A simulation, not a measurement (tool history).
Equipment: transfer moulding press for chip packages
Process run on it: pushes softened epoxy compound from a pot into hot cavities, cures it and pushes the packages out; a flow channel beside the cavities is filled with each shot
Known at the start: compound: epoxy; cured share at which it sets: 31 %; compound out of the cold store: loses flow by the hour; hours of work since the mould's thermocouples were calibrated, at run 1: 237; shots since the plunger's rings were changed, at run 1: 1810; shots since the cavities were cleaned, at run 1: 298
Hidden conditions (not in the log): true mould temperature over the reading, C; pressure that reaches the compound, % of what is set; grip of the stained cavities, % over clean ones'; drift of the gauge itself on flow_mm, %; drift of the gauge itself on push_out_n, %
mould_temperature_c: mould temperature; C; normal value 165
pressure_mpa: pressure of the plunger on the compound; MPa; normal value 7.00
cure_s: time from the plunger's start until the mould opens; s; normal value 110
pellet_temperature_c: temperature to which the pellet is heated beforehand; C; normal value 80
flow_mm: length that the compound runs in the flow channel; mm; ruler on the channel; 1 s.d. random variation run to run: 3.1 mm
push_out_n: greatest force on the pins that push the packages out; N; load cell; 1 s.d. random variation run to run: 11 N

run    hour  mould_temperature_c  pressure_mpa  cure_s  pellet_temperature_c  hours of work since the mould's thermocouples were calibrated  shots since the plunger's rings were changed  shots since the cavities were cleaned  incoming compound's hours out of the cold store  flow_mm  push_out_n
  1     0.0                  165          7.00     110                    80                                                            237                                          1810                                    298                                             12.2      739         650
       32.8  -- cavities cleaned with cleaning compound and waxed
  2    47.8                  165          7.00     110                    80                                                            267                                          2301                                    160                                             36.1      697         583
  3    82.2                  165          7.00      97                    80                                                            290                                          2665                                    524                                             23.3      715         887
       93.3  -- cavities cleaned with cleaning compound and waxed
      151.8  -- cavities cleaned with cleaning compound and waxed
  4   157.4                  165          7.00     110                    80                                                            338                                          3429                                     58                                             34.7      690         513
  5   191.7                  165          7.00     110                    80                                                            361                                          3793                                    422                                             41.2      678         617
      212.3  -- cavities cleaned with cleaning compound and waxed
  6   261.6                  165          7.00     110                    80                                                            406                                          4517                                    522                                             34.0      683         670
      273.4  -- cavities cleaned with cleaning compound and waxed
  7   324.4                  165          7.00     110                    80                                                            447                                          5167                                    541                                             27.9      687         623
      334.9  -- cavities cleaned with cleaning compound and waxed
      365.7  -- plunger's sealing rings changed
  8   379.1                  165          7.00     110                    80                                                            480                                           142                                    442                                             33.7      713         608
      396.9  -- cavities cleaned with cleaning compound and waxed
  9   420.2                  165          7.00     110                    80                                                            507                                           562                                    247                                             31.3      709         576
      458.2  -- cavities cleaned with cleaning compound and waxed
 10   487.8                  165          7.00     110                    80                                                            551                                          1261                                    312                                             23.5      719         576
      518.7  -- cavities cleaned with cleaning compound and waxed
 11   532.9                  165          7.00     110                    80                                                            580                                          1723                                    150                                             47.5      682         523
      579.9  -- cavities cleaned with cleaning compound and waxed
 12   592.5                  165          7.00     110                    80                                                            618                                          2339                                    133                                             29.4      703         537
      620.9  -- mould's thermocouples calibrated
      640.6  -- cavities cleaned with cleaning compound and waxed
 13   640.6                  165          7.00     110                    80                                                             12                                          2811                                      0                                             24.6      706         495
      699.3  -- cavities cleaned with cleaning compound and waxed
 14   699.8                  165          7.00     110                    89                                                             50                                          3423                                      5                                             26.0      694         480
 15   731.5                  165          7.00     110                    89                                                             71                                          3758                                    340                                             19.4      702         545
      759.1  -- cavities cleaned with cleaning compound and waxed
 16   806.5                  165          7.95     110                    86                                                            120                                          4537                                    502                                             47.7      700         582
      817.7  -- cavities cleaned with cleaning compound and waxed
 17   872.8                  169          7.95     110                    70                                                            163                                          5223                                    583                                             19.1      729         527
      881.4  -- cavities cleaned with cleaning compound and waxed
      906.2  -- plunger's sealing rings changed
 18   931.5                  159          5.77     110                    70                                                            200                                           269                                    505                                             32.1      664         907
      942.6  -- cavities cleaned with cleaning compound and waxed
 19   964.6                  159          5.77     110                    70                                                            221                                           603                                    234                                             37.4      649         866
     1002.6  -- cavities cleaned with cleaning compound and waxed
 20  1024.5                  165          5.83     126                    80                                                            259                                          1221                                    232                                             22.8      650         480
     1062.7  -- mould's thermocouples calibrated, once more
     1064.2  -- cavities cleaned with cleaning compound and waxed
 21  1087.2                  165          6.97     126                    87                                                             15                                          1849                                    244                                             41.7      689         510
     1124.8  -- cavities cleaned with cleaning compound and waxed
 22  1164.6                  158          7.00      92                    90                                                             66                                          2653                                    421                                             32.8      728        1615
     1183.7  -- cavities cleaned with cleaning compound and waxed
 23  1236.0                  166          7.00      92                    90                                                            112                                          3393                                    554                                             39.7      681         884
     1245.9  -- cavities cleaned with cleaning compound and waxed
 24  1287.3                  159          8.17     114                    78                                                            145                                          3920                                    437                                             41.0      761         985
     1305.6  -- cavities cleaned with cleaning compound and waxed
 25  1355.4                  159          8.17     114                    78                                                            189                                          4626                                    528                                             31.0      769         997
     1366.1  -- cavities cleaned with cleaning compound and waxed
     1425.5  -- cavities cleaned with cleaning compound and waxed
 26  1425.5                  159          8.17     114                    78                                                            234                                          5337                                      0                                             36.3      752         791

Results for each run, recomputed without the tool's hidden state and with each run's random variation untouched:
run  flow_mm  push_out_n
  1      754         563
  2      715         542
  3      736         726
  4      715         517
  5      706         522
  6      717         552
  7      726         513
  8      719         521
  9      718         530
 10      733         530
 11      699         518
 12      725         535
 13      733         552
 14      726         533
 15      736         518
 16      740         514
 17      776         432
 18      677         863
 19      664         907
 20      669         450
 21      703         427
 22      748        1300
 23      705         695
 24      793         798
 25      807         797
 26      796         801

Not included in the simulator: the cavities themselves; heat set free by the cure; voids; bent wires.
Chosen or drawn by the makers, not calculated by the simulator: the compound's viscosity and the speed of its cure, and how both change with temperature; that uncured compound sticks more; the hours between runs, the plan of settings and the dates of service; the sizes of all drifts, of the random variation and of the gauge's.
